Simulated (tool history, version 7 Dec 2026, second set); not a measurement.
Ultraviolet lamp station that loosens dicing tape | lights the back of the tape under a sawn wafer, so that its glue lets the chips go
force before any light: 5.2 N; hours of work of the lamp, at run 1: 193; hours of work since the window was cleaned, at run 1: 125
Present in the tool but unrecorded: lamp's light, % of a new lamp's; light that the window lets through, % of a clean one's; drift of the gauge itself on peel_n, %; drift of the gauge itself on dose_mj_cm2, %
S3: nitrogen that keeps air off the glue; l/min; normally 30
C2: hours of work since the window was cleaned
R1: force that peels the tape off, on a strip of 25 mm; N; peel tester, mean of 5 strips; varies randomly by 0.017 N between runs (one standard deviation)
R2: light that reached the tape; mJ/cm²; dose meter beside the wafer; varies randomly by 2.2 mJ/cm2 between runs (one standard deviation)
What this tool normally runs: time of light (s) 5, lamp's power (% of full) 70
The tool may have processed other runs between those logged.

Run 1, hour 0.0: usual settings; hours of work of the lamp 193; C2 125. Result: R1 0.832 N, R2 200 mJ/cm².
Run 2, hour 11.8: usual settings; hours of work of the lamp 198; C2 130. Result: R1 0.802 N, R2 195 mJ/cm².
Run 3, hour 26.2: usual settings; hours of work of the lamp 204; C2 136. Result: R1 0.831 N, R2 199 mJ/cm².
Run 4, hour 39.2: usual settings; hours of work of the lamp 210; C2 142. Result: R1 0.826 N, R2 199 mJ/cm².
Run 5, hour 52.1: usual settings but lamp's power (% of full) 73; hours of work of the lamp 215; C2 147. Result: R1 0.767 N, R2 209 mJ/cm².
Run 6, hour 70.6: usual settings but lamp's power (% of full) 61; hours of work of the lamp 223; C2 155. Result: R1 0.994 N, R2 175 mJ/cm².
Run 7, hour 83.9: usual settings but lamp's power (% of full) 61; hours of work of the lamp 229; C2 161. Result: R1 1.025 N, R2 174 mJ/cm².
Run 8, hour 100.6: usual settings but lamp's power (% of full) 61; hours of work of the lamp 236; C2 168. Result: R1 1.024 N, R2 176 mJ/cm².
Run 9, hour 111.0: usual settings but lamp's power (% of full) 61; hours of work of the lamp 240; C2 173. Result: R1 1.038 N, R2 170 mJ/cm².
Run 10, hour 120.5: usual settings but lamp's power (% of full) 61; hours of work of the lamp 245; C2 177. Result: R1 1.006 N, R2 174 mJ/cm².

Forecast run 11:
Run 11, hour 140.1: usual settings but lamp's power (% of full) 74, S3 35 l/min; hours of work of the lamp 253; C2 185. Result: R1 ?, R2 ?.

Run 11 produced R1 0.695 N, R2 211 mJ/cm².
Take away the tool's hidden state, keep the run-to-run variation as it was, and the same run would have given R1 0.693 N, R2 211 mJ/cm².
